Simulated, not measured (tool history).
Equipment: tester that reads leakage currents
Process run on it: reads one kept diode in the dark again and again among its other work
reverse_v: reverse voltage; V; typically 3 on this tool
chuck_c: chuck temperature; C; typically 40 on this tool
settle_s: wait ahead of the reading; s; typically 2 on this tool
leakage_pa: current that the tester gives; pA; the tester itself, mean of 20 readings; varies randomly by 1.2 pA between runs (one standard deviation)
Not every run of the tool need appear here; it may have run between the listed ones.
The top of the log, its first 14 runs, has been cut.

run    hour  reverse_v  chuck_c  settle_s  hours of work since the probe card was cleaned  hours of work since the tester was calibrated  hours of work since the chuck was calibrated  leakage_pa
 15   464.9          3       40      0.31                                            2081                                            963                                           372      399.37
 16   497.3          3       40      0.31                                            2100                                            981                                           390      404.18
 17   543.6          3       40      0.31                                            2126                                           1008                                           417      400.64
 18   599.4          3       40         2                                            2158                                           1040                                           449      397.37
 19   633.3          3       40         2                                            2178                                           1059                                           468      401.17
 20   663.4          3       40         2                                            2195                                           1076                                           485      398.75
      704.2  -- chuck's temperature calibrated
 21   704.2       2.06       38      1.48                                            2217                                           1099                                             0      297.06
 22     751       1.35       36      6.79                                            2244                                           1125                                            27      215.33
 23   806.8       1.35       36      6.79                                            2276                                           1157                                            59      215.57
 24   853.8      16.31       40      0.39                                            2303                                           1184                                            86      777.66
 25   888.6          3       22      5.62                                            2323                                           1204                                           105       93.91
 26   921.5          3       22      5.62                                            2341                                           1223                                           124       93.07
 27   967.3          3       23      1.32                                            2368                                           1249                                           150       102.5
 28  1024.1          3       23      1.32                                            2400                                           1281                                           183      102.15
 29  1053.9       3.27       40      1.27                                            2417                                           1298                                           200      414.36
 30  1086.7       7.26       25      3.57                                            2436                                           1317                                           219      170.52
 31  1134.5       7.26       25      3.57                                            2463                                           1345                                           246      170.07
 32  1165.5       7.26       25      3.57                                            2481                                           1362                                           264      169.84
 33    1223       3.75       51      9.96                                            2514                                           1395                                           297      979.31
 34  1264.6       1.83       43      2.57                                            2537                                           1419                                           320      413.33
     1283.3  -- probe card cleaned and baked
 35  1295.7       1.83       43      2.57                                               7                                           1435                                           336      412.47
 36  1334.2       1.83       43      2.57                                              29                                           1457                                           358      413.09
 37  1375.4       1.83       43      2.57                                              53                                           1481                                           382      413.21
 38  1421.4       1.09       41      4.15                                              79                                           1507                                           408      291.47

The next listed run, before its measurement:
 39  1448.7        4.9       41      3.09                                              95                                           1522                                           424           ?

Run 39 produced leakage_pa 526.32 pA.
With no hidden state in the tool, this same run would have given leakage_pa 526.99 pA.

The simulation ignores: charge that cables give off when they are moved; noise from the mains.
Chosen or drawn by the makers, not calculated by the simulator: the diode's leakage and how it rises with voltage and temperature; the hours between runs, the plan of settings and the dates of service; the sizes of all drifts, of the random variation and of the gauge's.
